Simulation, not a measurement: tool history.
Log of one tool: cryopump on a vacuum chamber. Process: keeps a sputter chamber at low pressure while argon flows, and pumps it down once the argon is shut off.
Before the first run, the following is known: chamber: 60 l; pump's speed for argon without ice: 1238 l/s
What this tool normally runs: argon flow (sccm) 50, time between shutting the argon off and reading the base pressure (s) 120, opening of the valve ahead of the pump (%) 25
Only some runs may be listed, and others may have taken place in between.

run	day	argon flow (sccm)	time between shutting the argon off and reading the base pressure (s)	opening of the valve ahead of the pump (%)	pressure while argon flows (Pa)	pressure after the wait (uPa)
1	0.000	50	120	25	0.2776	2.54
2	3.858	50	120	25	0.2778	2.61
3	8.117	50	120	25	0.2794	2.74
4	12.804	50	197	25	0.2806	2.72
5	17.008	50	197	25	0.2828	2.77
6	20.217	50	197	25	0.2849	2.82
7	24.025	50	197	25	0.2857	2.95
8	27.629	50	197	25	0.2867	3.13
9	31.621	50	120	55	0.1381	3.23
10	35.017	50	120	55	0.1407	3.32
11	40.408	50	120	55	0.1426	3.49
12	44.329	50	120	55	0.1439	3.63
13	48.058	50	120	55	0.1443	3.68
14	50.362	50	120	55	0.1452	3.80
15	55.071	50	120	55	0.1482	3.92
16	60.262	50	120	55	0.1483	3.98
17	65.208	50	120	55	0.1520	4.38
18	67.646	81	66	25	0.4899	4.59
19	71.983	81	66	25	0.4916	4.65
20	75.262	50	299	26	0.2936	4.40
# day 79.617: pump warmed up, emptied and cooled again
21	79.617	26	38	31	0.1149	3.94
22	84.117	53	100	57	0.1292	3.46
23	88.979	53	100	57	0.1302	3.59
24	92.225	53	100	57	0.1311	3.56
25	96.750	32	28	15	0.2937	4.66
26	99.612	25	72	22	0.1597	3.92
27	102.050	78	40	15	0.7172	4.32
28	105.621	81	43	39	0.2977	4.46
29	108.683	81	43	39	0.2992	4.63
30	111.767	81	43	39	0.2989	4.56
31	117.104	77	62	25	0.4402	4.42
32	119.358	42	70	47	0.1315	4.36
33	122.708	42	70	47	0.1311	4.52

Had the tool no unlogged condition, and each run kept its random variation, what would the results have been?
The hidden state here: pump's speed, % of a pump's without ice; cold plate's temperature, K; leak into the chamber, uPa l/s; drift of the gauge itself on working_pa, %; drift of the gauge itself on base_upa, %.
run	pressure while argon flows (Pa)	pressure after the wait (uPa)
1	0.2722	0.52
2	0.2714	0.54
3	0.2718	0.54
4	0.2717	0.44
5	0.2726	0.41
6	0.2737	0.40
7	0.2734	0.41
8	0.2732	0.43
9	0.1233	0.53
10	0.1248	0.53
11	0.1247	0.57
12	0.1246	0.54
13	0.1238	0.57
14	0.1239	0.55
15	0.1248	0.52
16	0.1230	0.56
17	0.1246	0.57
18	0.4436	0.79
19	0.4422	0.78
20	0.2617	0.37
21	0.1142	1.20
22	0.1267	0.61
23	0.1264	0.61
24	0.1265	0.57
25	0.2903	1.53
26	0.1566	0.78
27	0.7067	1.11
28	0.2852	1.12
29	0.2853	1.11
30	0.2836	1.08
31	0.4234	0.80
32	0.1219	0.73
33	0.1206	0.73

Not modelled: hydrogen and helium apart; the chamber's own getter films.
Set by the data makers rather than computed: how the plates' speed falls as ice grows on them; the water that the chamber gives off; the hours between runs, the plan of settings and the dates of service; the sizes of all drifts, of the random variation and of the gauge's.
